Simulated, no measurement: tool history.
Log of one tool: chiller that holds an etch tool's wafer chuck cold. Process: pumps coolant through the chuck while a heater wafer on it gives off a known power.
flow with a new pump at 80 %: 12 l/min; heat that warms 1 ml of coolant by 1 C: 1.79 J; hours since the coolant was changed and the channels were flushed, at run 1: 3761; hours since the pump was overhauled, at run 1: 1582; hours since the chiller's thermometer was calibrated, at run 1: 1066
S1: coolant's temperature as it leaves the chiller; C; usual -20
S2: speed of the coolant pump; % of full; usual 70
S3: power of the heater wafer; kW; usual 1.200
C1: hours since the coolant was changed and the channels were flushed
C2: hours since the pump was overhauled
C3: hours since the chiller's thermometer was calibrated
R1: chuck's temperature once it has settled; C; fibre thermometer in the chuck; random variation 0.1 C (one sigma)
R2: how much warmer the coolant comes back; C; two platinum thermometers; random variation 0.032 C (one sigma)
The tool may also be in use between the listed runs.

Run 1, hour 0.0: usual settings; C1 3761; C2 1582; C3 1066. Result: R1 -2.6 C, R2 3.91 C.
Run 2, hour 96.9: usual settings; C1 3857; C2 1679; C3 1163. Result: R1 -2.7 C, R2 3.95 C.
Run 3, hour 163.5: usual settings; C1 3924; C2 1746; C3 1230. Result: R1 -2.5 C, R2 3.96 C.
Run 4, hour 257.0: usual settings; C1 4018; C2 1839; C3 1323. Result: R1 -2.5 C, R2 3.92 C.
Run 5, hour 347.0: usual settings but S2 97 % of full; C1 4108; C2 1929; C3 1413. Result: R1 -5.3 C, R2 2.78 C.
Run 6, hour 442.6: usual settings; C1 4203; C2 2025; C3 1509. Result: R1 -2.5 C, R2 3.97 C.
Run 7, hour 545.1: usual settings; C1 4306; C2 2127; C3 1611. Result: R1 -2.3 C, R2 3.95 C.
Run 8, hour 596.6: usual settings but S2 62 % of full; C1 4357; C2 2179; C3 1663. Result: R1 -1.1 C, R2 4.50 C.
Run 9, hour 644.3: usual settings but S2 62 % of full; C1 4405; C2 2227; C3 1711. Result: R1 -1.3 C, R2 4.54 C.
Run 10, hour 697.1: usual settings but S2 62 % of full; C1 4458; C2 2279; C3 1763. Result: R1 -1.3 C, R2 4.54 C.
Run 11, hour 792.3: usual settings but S2 78 % of full; C1 4553; C2 2375; C3 1859. Result: R1 -3.3 C, R2 3.53 C.
Run 12, hour 843.1: usual settings; C1 4604; C2 2425; C3 1909. Result: R1 -2.1 C, R2 3.95 C.
Run 13, hour 950.6: usual settings; C1 4711; C2 2533; C3 2017. Result: R1 -2.0 C, R2 3.98 C.
Run 14, hour 1017.5: usual settings; C1 4778; C2 2600; C3 2084. Result: R1 -2.1 C, R2 3.99 C.
Run 15, hour 1063.8: usual settings; C1 4824; C2 2646; C3 2130. Result: R1 -1.9 C, R2 3.99 C.
Run 16, hour 1157.9: usual settings; C1 4918; C2 2740; C3 2224. Result: R1 -2.0 C, R2 3.93 C.
Run 17, hour 1231.1: usual settings; C1 4992; C2 2813; C3 2297. Result: R1 -1.9 C, R2 3.95 C.
At hour 1244.9: coolant pump overhauled.
Run 18, hour 1330.2: usual settings; C1 5086; C2 85; C3 2392. Result: R1 -1.8 C, R2 3.96 C.
Run 19, hour 1419.5: usual settings but S1 -26 C, S2 69 % of full; C1 5175; C2 175; C3 2481. Result: R1 -7.6 C, R2 4.05 C.
Run 20, hour 1488.6: usual settings but S1 -26 C, S2 69 % of full; C1 5244; C2 244; C3 2550. Result: R1 -7.5 C, R2 4.09 C.
Run 21, hour 1543.4: usual settings but S2 89 % of full, S3 1.043 kW; C1 5299; C2 298; C3 2605. Result: R1 -5.9 C, R2 2.66 C.
Run 22, hour 1615.3: usual settings but S2 89 % of full, S3 1.043 kW; C1 5371; C2 370; C3 2677. Result: R1 -5.9 C, R2 2.77 C.
At hour 1666.1: coolant pump overhauled, once more.
Run 23, hour 1712.8: usual settings but S2 76 % of full, S3 1.276 kW; C1 5463; C2 47; C3 2769. Result: R1 -1.5 C, R2 3.79 C.
Run 24, hour 1804.3: usual settings but S2 76 % of full, S3 1.276 kW; C1 5555; C2 138; C3 2861. Result: R1 -1.4 C, R2 3.75 C.
Run 25, hour 1867.9: usual settings but S1 -29 C, S2 69 % of full; C1 5619; C2 202; C3 2924. Result: R1 -10.7 C, R2 3.95 C.
Run 26, hour 1954.2: usual settings but S1 -29 C, S2 69 % of full; C1 5705; C2 288; C3 3011. Result: R1 -10.6 C, R2 3.95 C.
Run 27, hour 2015.1: usual settings but S3 1.465 kW; C1 5766; C2 349; C3 3071. Result: R1 2.1 C, R2 4.78 C.
Run 28, hour 2115.4: usual settings but S3 1.465 kW; C1 5866; C2 449; C3 3172. Result: R1 2.2 C, R2 4.76 C.
Run 29, hour 2214.3: usual settings but S3 1.465 kW; C1 5965; C2 548; C3 3271. Result: R1 2.5 C, R2 4.75 C.
Run 30, hour 2267.6: usual settings but S3 0.894 kW; C1 6018; C2 602; C3 3324. Result: R1 -6.2 C, R2 2.93 C.
Run 31, hour 2370.0: usual settings but S3 0.894 kW; C1 6121; C2 704; C3 3426. Result: R1 -6.3 C, R2 3.00 C.
Run 32, hour 2458.6: usual settings but S2 83 % of full, S3 1.097 kW; C1 6209; C2 792; C3 3515. Result: R1 -4.5 C, R2 2.96 C.

Hidden state or all else? Some run-to-run changes of R1, split into what the settings, what came in and random variation would give without the hidden state, and what is left for the hidden state (with any gauge scatter that isn't in both results):
The hidden state here: heat passed by the chuck's channels, % of clean ones'; flow at a given pump speed, % of a new pump's; coolant's true temperature over the reading, C; drift of the gauge itself on chuck_c, C; drift of the gauge itself on warmer_back_c, C.
Run 20 -> 21: S1 -26 -> -20, S2 69 -> 89, S3 1.200 -> 1.043. R1 +1.6 C: hidden state -0.6, all else +2.2.
Run 24 -> 25: S1 -20 -> -29, S2 76 -> 69, S3 1.276 -> 1.200. R1 -9.3 C: hidden state +0.0, all else -9.3.
Run 26 -> 27: S1 -29 -> -20, S2 69 -> 70, S3 1.200 -> 1.465. R1 +12.7 C: hidden state +0.5, all else +12.2.
Run 29 -> 30: S3 1.465 -> 0.894. R1 -8.7 C: hidden state -1.1, all else -7.6.
